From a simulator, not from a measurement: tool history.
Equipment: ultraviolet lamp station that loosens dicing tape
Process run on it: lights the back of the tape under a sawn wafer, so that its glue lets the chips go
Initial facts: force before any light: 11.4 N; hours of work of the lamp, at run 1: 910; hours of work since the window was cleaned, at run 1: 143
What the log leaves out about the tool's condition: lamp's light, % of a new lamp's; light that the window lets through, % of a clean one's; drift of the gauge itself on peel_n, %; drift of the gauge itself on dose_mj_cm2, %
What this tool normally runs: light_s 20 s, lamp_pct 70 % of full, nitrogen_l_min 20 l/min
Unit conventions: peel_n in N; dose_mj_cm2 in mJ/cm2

run     day  light_s  lamp_pct  nitrogen_l_min  hours of work of the lamp  hours of work since the window was cleaned  peel_n  dose_mj_cm2
  1       0       20        70              20                        910                                         143   1.634          411
  2   2.467       20        70              20                        942                                         175   1.688          408
  3   3.929       20        70              20                        961                                         194    1.65          409
  4   5.542       20        70              20                        982                                         214   1.622          413
  5   7.079       20        70              20                       1001                                         234   1.686          413
  6   9.608       20        70              20                       1034                                         267    1.68          410
  7  11.675       20        70              20                       1061                                         294   1.659          414
  8  13.121       20        78              20                       1079                                         312   1.381          459
  9  14.696       20        78              20                       1100                                         332   1.311          462
 10  17.246       20        70              20                       1132                                         365   1.637          413
 11  18.375       20        70              20                       1147                                         380   1.697          410
 12  20.642       20        70              20                       1176                                         409   1.648          413
 13  21.821       17        93              28                       1191                                         424   1.038          463
 14  22.929       17        93              28                       1206                                         438    1.05          462
 15  24.567       17        93              28                       1227                                         460   1.078          458
 16  26.533       14        93              37                       1252                                         485   1.424          382
 17  28.033       16        93              12                       1271                                         504   1.937          437
     28.258  -- window cleaned of glue's vapour
     29.588  -- lamp changed
 18  30.304       25        93               7                          9                                          26   1.191          688
 19  32.588       28        65               7                         39                                          55   1.893          540
 20  34.733       12        70              20                         66                                          83   3.493          249
 21  36.688       13        84              30                         91                                         108   2.148          321
 22  38.354       13        84              30                        113                                         130   2.027          323
 23  39.754       16        98              19                        131                                         148   1.395          461
 24  41.275       16        98              19                        151                                         167   1.387          462

Predict each of these 5 candidate next runs independently; none follows another, all start after run 24:
  A  42.796       17        98              10                        170                                         187       ?            ?
  B  42.796       18        98              19                        170                                         187       ?            ?
  C  42.796       16        89              19                        170                                         187       ?            ?
  D  42.796       20        70               7                        170                                         187       ?            ?
  E  42.796       15        95              10                        170                                         187       ?            ?

run  peel_n  dose_mj_cm2
  A   1.777          489
  B   1.077          518
  C   1.639          420
  D   2.907          405
  E   2.265          422
Take away the tool's hidden state, keep each run's random variation, and the runs would have read:
run  peel_n  dose_mj_cm2
  A   1.774          490
  B   1.074          519
  C   1.635          421
  D   2.902          406
  E   2.261          423
